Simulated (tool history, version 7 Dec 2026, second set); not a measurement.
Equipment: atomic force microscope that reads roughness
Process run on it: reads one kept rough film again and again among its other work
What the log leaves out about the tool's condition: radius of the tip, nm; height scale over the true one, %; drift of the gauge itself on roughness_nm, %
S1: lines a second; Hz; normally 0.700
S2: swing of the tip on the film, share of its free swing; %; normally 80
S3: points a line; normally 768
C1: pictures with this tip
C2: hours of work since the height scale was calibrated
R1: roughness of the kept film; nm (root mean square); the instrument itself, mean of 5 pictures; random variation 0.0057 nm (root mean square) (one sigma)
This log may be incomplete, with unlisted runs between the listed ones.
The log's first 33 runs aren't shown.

run,day,S1,S2,S3,C1,C2,R1
34,35.904,0.573,89,628,31,931,0.964
35,36.679,1.514,84,272,54,939,0.859
# day 36.996: new tip fitted
36,38.250,0.858,80,768,37,955,0.959
# day 39.175: new tip fitted
37,39.175,1.425,60,301,0,964,1.011
38,40.717,0.971,60,301,46,979,0.986
# day 41.400: new tip fitted
39,41.504,2.365,60,301,3,987,0.997
40,42.929,1.622,73,489,45,1001,0.924
# day 43.579: new tip fitted
41,44.292,0.700,78,827,21,1015,0.991
42,45.283,2.936,80,768,50,1025,0.809
# day 45.750: new tip fitted
43,46.871,3.699,80,469,33,1041,0.768
# day 47.938: new tip fitted
44,47.996,3.699,80,469,1,1052,0.799

4 options for the next run, each taken on its own from the tool as it stands now. Forecast them:
A,49.004,2.078,79,354,31,1062,?
B,49.004,3.699,65,625,31,1062,?
C,49.004,3.699,71,339,31,1062,?
D,49.004,2.532,80,768,31,1062,?

run,R1
A,0.873
B,0.896
C,0.857
D,0.842
What these runs would have given with no unlogged condition in the tool:
run,R1
A,0.913
B,0.937
C,0.896
D,0.881
